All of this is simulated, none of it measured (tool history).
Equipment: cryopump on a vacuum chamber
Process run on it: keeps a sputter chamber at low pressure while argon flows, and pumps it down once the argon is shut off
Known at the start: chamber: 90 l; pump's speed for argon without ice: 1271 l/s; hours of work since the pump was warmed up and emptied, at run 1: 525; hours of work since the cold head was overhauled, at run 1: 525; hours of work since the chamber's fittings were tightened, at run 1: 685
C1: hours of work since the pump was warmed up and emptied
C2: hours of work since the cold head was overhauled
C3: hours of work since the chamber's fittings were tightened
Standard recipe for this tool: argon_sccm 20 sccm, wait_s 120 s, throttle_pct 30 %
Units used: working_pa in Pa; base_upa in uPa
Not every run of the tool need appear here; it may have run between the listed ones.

{"run": 1, "hour": 0.0, "argon_sccm": 20, "wait_s": 120, "throttle_pct": 30, "C1": 525, "C2": 525, "C3": 685, "working_pa": 0.0927, "base_upa": 1.9}
{"run": 2, "hour": 18.3, "argon_sccm": 20, "wait_s": 120, "throttle_pct": 30, "C1": 536, "C2": 536, "C3": 695, "working_pa": 0.0944, "base_upa": 1.96}
{"run": 3, "hour": 35.9, "argon_sccm": 20, "wait_s": 120, "throttle_pct": 30, "C1": 547, "C2": 547, "C3": 706, "working_pa": 0.0941, "base_upa": 2.0}
{"run": 4, "hour": 58.1, "argon_sccm": 20, "wait_s": 120, "throttle_pct": 30, "C1": 560, "C2": 560, "C3": 719, "working_pa": 0.0937, "base_upa": 1.98}
{"run": 5, "hour": 70.7, "argon_sccm": 20, "wait_s": 120, "throttle_pct": 16, "C1": 567, "C2": 567, "C3": 727, "working_pa": 0.1723, "base_upa": 1.97}
{"run": 6, "hour": 91.8, "argon_sccm": 20, "wait_s": 120, "throttle_pct": 56, "C1": 580, "C2": 580, "C3": 739, "working_pa": 0.0538, "base_upa": 2.09}
{"run": 7, "hour": 113.7, "argon_sccm": 20, "wait_s": 120, "throttle_pct": 56, "C1": 593, "C2": 593, "C3": 752, "working_pa": 0.0539, "base_upa": 2.01}
{"run": 8, "hour": 131.2, "argon_sccm": 20, "wait_s": 120, "throttle_pct": 56, "C1": 604, "C2": 604, "C3": 763, "working_pa": 0.054, "base_upa": 2.04}
{"run": 9, "hour": 146.4, "argon_sccm": 20, "wait_s": 120, "throttle_pct": 56, "C1": 613, "C2": 613, "C3": 772, "working_pa": 0.0541, "base_upa": 1.98}
{"run": 10, "hour": 160.2, "argon_sccm": 20, "wait_s": 120, "throttle_pct": 30, "C1": 621, "C2": 621, "C3": 780, "working_pa": 0.0963, "base_upa": 2.04}
{"run": 11, "hour": 180.8, "argon_sccm": 20, "wait_s": 120, "throttle_pct": 30, "C1": 633, "C2": 633, "C3": 792, "working_pa": 0.0951, "base_upa": 2.07}
{"run": 12, "hour": 196.3, "argon_sccm": 20, "wait_s": 120, "throttle_pct": 30, "C1": 642, "C2": 642, "C3": 802, "working_pa": 0.0948, "base_upa": 2.11}
{"run": 13, "hour": 207.4, "argon_sccm": 31, "wait_s": 25, "throttle_pct": 30, "C1": 649, "C2": 649, "C3": 808, "working_pa": 0.148, "base_upa": 4.55}
{"run": 14, "hour": 223.8, "argon_sccm": 12, "wait_s": 120, "throttle_pct": 19, "C1": 659, "C2": 659, "C3": 818, "working_pa": 0.0876, "base_upa": 2.21}
{"run": 15, "hour": 235.5, "argon_sccm": 12, "wait_s": 120, "throttle_pct": 19, "C1": 666, "C2": 666, "C3": 825, "working_pa": 0.0868, "base_upa": 2.12}
{"run": 16, "hour": 246.9, "argon_sccm": 15, "wait_s": 122, "throttle_pct": 52, "C1": 673, "C2": 673, "C3": 832, "working_pa": 0.0441, "base_upa": 2.2}
{"run": 17, "hour": 262.8, "argon_sccm": 25, "wait_s": 57, "throttle_pct": 52, "C1": 682, "C2": 682, "C3": 841, "working_pa": 0.0739, "base_upa": 3.07}
{"run": 18, "hour": 281.2, "argon_sccm": 30, "wait_s": 57, "throttle_pct": 21, "C1": 693, "C2": 693, "C3": 852, "working_pa": 0.202, "base_upa": 2.9}
{"run": 19, "hour": 296.2, "argon_sccm": 30, "wait_s": 57, "throttle_pct": 21, "C1": 702, "C2": 702, "C3": 861, "working_pa": 0.2004, "base_upa": 2.98}
{"run": 20, "hour": 311.8, "argon_sccm": 8, "wait_s": 79, "throttle_pct": 21, "C1": 711, "C2": 711, "C3": 871, "working_pa": 0.054, "base_upa": 2.57}
{"run": 21, "hour": 327.5, "argon_sccm": 8, "wait_s": 79, "throttle_pct": 21, "C1": 721, "C2": 721, "C3": 880, "working_pa": 0.0538, "base_upa": 2.59}

Below are 4 alternative next runs, each starting from the tool's condition after run 21. Predict each:
{"run": "A", "hour": 343.0, "argon_sccm": 20, "wait_s": 54, "throttle_pct": 31, "C1": 730, "C2": 730, "C3": 889, "working_pa": "?", "base_upa": "?"}
{"run": "B", "hour": 343.0, "argon_sccm": 18, "wait_s": 277, "throttle_pct": 44, "C1": 730, "C2": 730, "C3": 889, "working_pa": "?", "base_upa": "?"}
{"run": "C", "hour": 343.0, "argon_sccm": 8, "wait_s": 79, "throttle_pct": 34, "C1": 730, "C2": 730, "C3": 889, "working_pa": "?", "base_upa": "?"}
{"run": "D", "hour": 343.0, "argon_sccm": 16, "wait_s": 88, "throttle_pct": 21, "C1": 730, "C2": 730, "C3": 889, "working_pa": "?", "base_upa": "?"}

run=A working_pa=0.0948 base_upa=3.09
run=B working_pa=0.0611 base_upa=1.91
run=C working_pa=0.0346 base_upa=2.57
run=D working_pa=0.1070 base_upa=2.45
What these runs would have given with no unlogged condition in the tool:
run=A working_pa=0.0871 base_upa=1.70
run=B working_pa=0.0542 base_upa=0.53
run=C working_pa=0.0316 base_upa=1.19
run=D working_pa=0.1009 base_upa=1.06
